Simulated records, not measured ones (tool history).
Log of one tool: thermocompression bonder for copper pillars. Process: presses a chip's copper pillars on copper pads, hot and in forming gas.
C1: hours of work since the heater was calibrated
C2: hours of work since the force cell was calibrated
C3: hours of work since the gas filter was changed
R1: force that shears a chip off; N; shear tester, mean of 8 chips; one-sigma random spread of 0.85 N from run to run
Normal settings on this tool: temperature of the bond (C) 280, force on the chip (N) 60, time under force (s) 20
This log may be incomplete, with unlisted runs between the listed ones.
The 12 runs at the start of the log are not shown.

run 13 hour=280 | temperature_of_the_bond_(C)=280 force_on_the_chip_(N)=60 time_under_force_(s)=20 | C1=206 C2=1066 C3=206 | R1=67.8
run 14 hour=302.1 | temperature_of_the_bond_(C)=280 force_on_the_chip_(N)=60 time_under_force_(s)=20 | C1=220 C2=1079 C3=220 | R1=66.5
run 15 hour=336.7 | temperature_of_the_bond_(C)=259 force_on_the_chip_(N)=60 time_under_force_(s)=20 | C1=241 C2=1100 C3=241 | R1=50.4
run 16 hour=368 | temperature_of_the_bond_(C)=280 force_on_the_chip_(N)=60 time_under_force_(s)=20 | C1=260 C2=1119 C3=260 | R1=66.4
run 17 hour=386.5 | temperature_of_the_bond_(C)=280 force_on_the_chip_(N)=60 time_under_force_(s)=20 | C1=271 C2=1131 C3=271 | R1=68.1
run 18 hour=414.8 | temperature_of_the_bond_(C)=280 force_on_the_chip_(N)=60 time_under_force_(s)=20 | C1=289 C2=1148 C3=289 | R1=66.8
run 19 hour=438 | temperature_of_the_bond_(C)=280 force_on_the_chip_(N)=77 time_under_force_(s)=54 | C1=303 C2=1162 C3=303 | R1=97.2
run 20 hour=470.3 | temperature_of_the_bond_(C)=301 force_on_the_chip_(N)=64 time_under_force_(s)=27 | C1=322 C2=1182 C3=322 | R1=93.8
run 21 hour=491.3 | temperature_of_the_bond_(C)=280 force_on_the_chip_(N)=60 time_under_force_(s)=37 | C1=335 C2=1195 C3=335 | R1=78.3
run 22 hour=510.1 | temperature_of_the_bond_(C)=299 force_on_the_chip_(N)=64 time_under_force_(s)=37 | C1=347 C2=1206 C3=347 | R1=97.8
run 23 hour=542.1 | temperature_of_the_bond_(C)=267 force_on_the_chip_(N)=69 time_under_force_(s)=37 | C1=366 C2=1226 C3=366 | R1=73.5
run 24 hour=564.3 | temperature_of_the_bond_(C)=285 force_on_the_chip_(N)=88 time_under_force_(s)=44 | C1=380 C2=1239 C3=380 | R1=103.6
run 25 hour=597.9 | temperature_of_the_bond_(C)=285 force_on_the_chip_(N)=88 time_under_force_(s)=44 | C1=400 C2=1260 C3=400 | R1=103.4
run 26 hour=618.9 | temperature_of_the_bond_(C)=280 force_on_the_chip_(N)=63 time_under_force_(s)=55 | C1=413 C2=1272 C3=413 | R1=88.5
run 27 hour=633.7 | temperature_of_the_bond_(C)=255 force_on_the_chip_(N)=45 time_under_force_(s)=21 | C1=422 C2=1281 C3=422 | R1=36.1
-- hour=651.6 forming gas filter changed
run 28 hour=664.1 | temperature_of_the_bond_(C)=280 force_on_the_chip_(N)=60 time_under_force_(s)=15 | C1=440 C2=1300 C3=8 | R1=60.6
run 29 hour=689.4 | temperature_of_the_bond_(C)=280 force_on_the_chip_(N)=73 time_under_force_(s)=54 | C1=456 C2=1315 C3=23 | R1=99.9
run 30 hour=708.1 | temperature_of_the_bond_(C)=299 force_on_the_chip_(N)=45 time_under_force_(s)=28 | C1=467 C2=1326 C3=34 | R1=76.7
run 31 hour=740 | temperature_of_the_bond_(C)=265 force_on_the_chip_(N)=45 time_under_force_(s)=28 | C1=487 C2=1346 C3=54 | R1=50.8
-- hour=771.5 force cell calibrated
run 32 hour=773 | temperature_of_the_bond_(C)=265 force_on_the_chip_(N)=45 time_under_force_(s)=28 | C1=506 C2=1 C3=73 | R1=46
run 33 hour=793.6 | temperature_of_the_bond_(C)=265 force_on_the_chip_(N)=52 time_under_force_(s)=28 | C1=518 C2=13 C3=86 | R1=52.2
run 34 hour=822.5 | temperature_of_the_bond_(C)=281 force_on_the_chip_(N)=89 time_under_force_(s)=38 | C1=536 C2=31 C3=103 | R1=96.6
run 35 hour=838.6 | temperature_of_the_bond_(C)=281 force_on_the_chip_(N)=89 time_under_force_(s)=38 | C1=546 C2=41 C3=113 | R1=96.9

Branching from run 35: 3 alternative next runs. What would each branch give?
run A hour=866.3 | temperature_of_the_bond_(C)=250 force_on_the_chip_(N)=46 time_under_force_(s)=23 | C1=563 C2=58 C3=130 | R1=?
run B hour=866.3 | temperature_of_the_bond_(C)=287 force_on_the_chip_(N)=47 time_under_force_(s)=14 | C1=563 C2=58 C3=130 | R1=?
run C hour=866.3 | temperature_of_the_bond_(C)=280 force_on_the_chip_(N)=60 time_under_force_(s)=25 | C1=563 C2=58 C3=130 | R1=?

run=A R1=33.4
run=B R1=49.4
run=C R1=68.3
Had the tool no hidden state, the same runs would have come out as:
run=A R1=37.1
run=B R1=53.9
run=C R1=73.8
